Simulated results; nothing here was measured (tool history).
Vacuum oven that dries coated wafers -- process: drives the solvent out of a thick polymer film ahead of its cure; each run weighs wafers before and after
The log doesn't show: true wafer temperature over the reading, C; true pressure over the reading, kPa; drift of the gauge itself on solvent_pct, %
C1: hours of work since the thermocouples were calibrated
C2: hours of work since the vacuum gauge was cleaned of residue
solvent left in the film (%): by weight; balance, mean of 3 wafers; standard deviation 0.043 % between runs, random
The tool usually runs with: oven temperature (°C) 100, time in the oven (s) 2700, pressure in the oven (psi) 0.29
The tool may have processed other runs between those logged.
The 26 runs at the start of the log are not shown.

Run 27, day 11.358: usual settings but oven temperature (°C) 92, time in the oven (s) 2460, pressure in the oven (psi) 0.148; C1 1279; C2 254. Result: solvent left in the film (%) 6.78.
Run 28, day 11.721: usual settings but oven temperature (°C) 92, time in the oven (s) 2460, pressure in the oven (psi) 0.148; C1 1285; C2 260. Result: solvent left in the film (%) 6.69.
Run 29, day 12.071: usual settings but oven temperature (°C) 92, time in the oven (s) 2460, pressure in the oven (psi) 0.148; C1 1290; C2 265. Result: solvent left in the film (%) 6.65.
Run 30, day 12.371: usual settings but oven temperature (°C) 92, time in the oven (s) 2460, pressure in the oven (psi) 0.148; C1 1295; C2 270. Result: solvent left in the film (%) 6.65.
Run 31, day 12.85: usual settings but oven temperature (°C) 90, time in the oven (s) 4680; C1 1302; C2 277. Result: solvent left in the film (%) 4.59.
Run 32, day 13.471: usual settings but oven temperature (°C) 90, time in the oven (s) 4680; C1 1311; C2 286. Result: solvent left in the film (%) 4.59.
Run 33, day 13.842: usual settings but oven temperature (°C) 88, time in the oven (s) 1380, pressure in the oven (psi) 0.938; C1 1317; C2 292. Result: solvent left in the film (%) 13.06.
Run 34, day 14.367: usual settings but oven temperature (°C) 88, time in the oven (s) 1380, pressure in the oven (psi) 0.938; C1 1325; C2 300. Result: solvent left in the film (%) 13.02.
Run 35, day 14.733: usual settings but oven temperature (°C) 88, time in the oven (s) 1380, pressure in the oven (psi) 0.938; C1 1330; C2 305. Result: solvent left in the film (%) 13.25.
Run 36, day 15.062: usual settings but time in the oven (s) 1740, pressure in the oven (psi) 0.234; C1 1335; C2 310. Result: solvent left in the film (%) 6.53.
Run 37, day 15.325: usual settings but oven temperature (°C) 85, time in the oven (s) 2340, pressure in the oven (psi) 0.258; C1 1339; C2 314. Result: solvent left in the film (%) 9.55.
Run 38, day 15.667: usual settings but oven temperature (°C) 96, time in the oven (s) 3480, pressure in the oven (psi) 0.249; C1 1345; C2 320. Result: solvent left in the film (%) 4.1.
Run 39, day 16.1: usual settings but oven temperature (°C) 88, time in the oven (s) 1740, pressure in the oven (psi) 0.249; C1 1351; C2 326. Result: solvent left in the film (%) 10.
Run 40, day 16.583: usual settings but oven temperature (°C) 88, time in the oven (s) 2100, pressure in the oven (psi) 1.049; C1 1359; C2 333. Result: solvent left in the film (%) 11.98.
Run 41, day 17.171: usual settings but oven temperature (°C) 88, time in the oven (s) 2100, pressure in the oven (psi) 1.049; C1 1367; C2 342. Result: solvent left in the film (%) 12.12.
Run 42, day 17.762: usual settings but oven temperature (°C) 88, time in the oven (s) 2100, pressure in the oven (psi) 1.049; C1 1376; C2 351. Result: solvent left in the film (%) 12.
Run 43, day 18.342: usual settings but oven temperature (°C) 106, time in the oven (s) 2760, pressure in the oven (psi) 1.049; C1 1385; C2 360. Result: solvent left in the film (%) 5.14.
Run 44, day 18.662: usual settings but oven temperature (°C) 115, pressure in the oven (psi) 1.155; C1 1390; C2 365. Result: solvent left in the film (%) 3.49.

Alternative continuations, all from the tool just after run 44; predict every row:
Run A, day 19.088: usual settings but oven temperature (°C) 95, time in the oven (s) 2400, pressure in the oven (psi) 0.458; C1 1396; C2 371. Result: solvent left in the film (%) ?.
Run B, day 19.088: usual settings but time in the oven (s) 1440; C1 1396; C2 371. Result: solvent left in the film (%) ?.
Run C, day 19.088: usual settings but time in the oven (s) 2160; C1 1396; C2 371. Result: solvent left in the film (%) ?.
Run D, day 19.088: usual settings but oven temperature (°C) 98, time in the oven (s) 2280, pressure in the oven (psi) 1.155; C1 1396; C2 371. Result: solvent left in the film (%) ?.
Run E, day 19.088: usual settings but oven temperature (°C) 87, time in the oven (s) 1440, pressure in the oven (psi) 0.409; C1 1396; C2 371. Result: solvent left in the film (%) ?.

run  solvent left in the film (%)
  A                          7.04
  B                          7.68
  C                          5.46
  D                          8.63
  E                         11.62
Without the tool's hidden state the same runs would have given:
run  solvent left in the film (%)
  A                          7.64
  B                          8.23
  C                          6.02
  D                          9.29
  E                          12.1
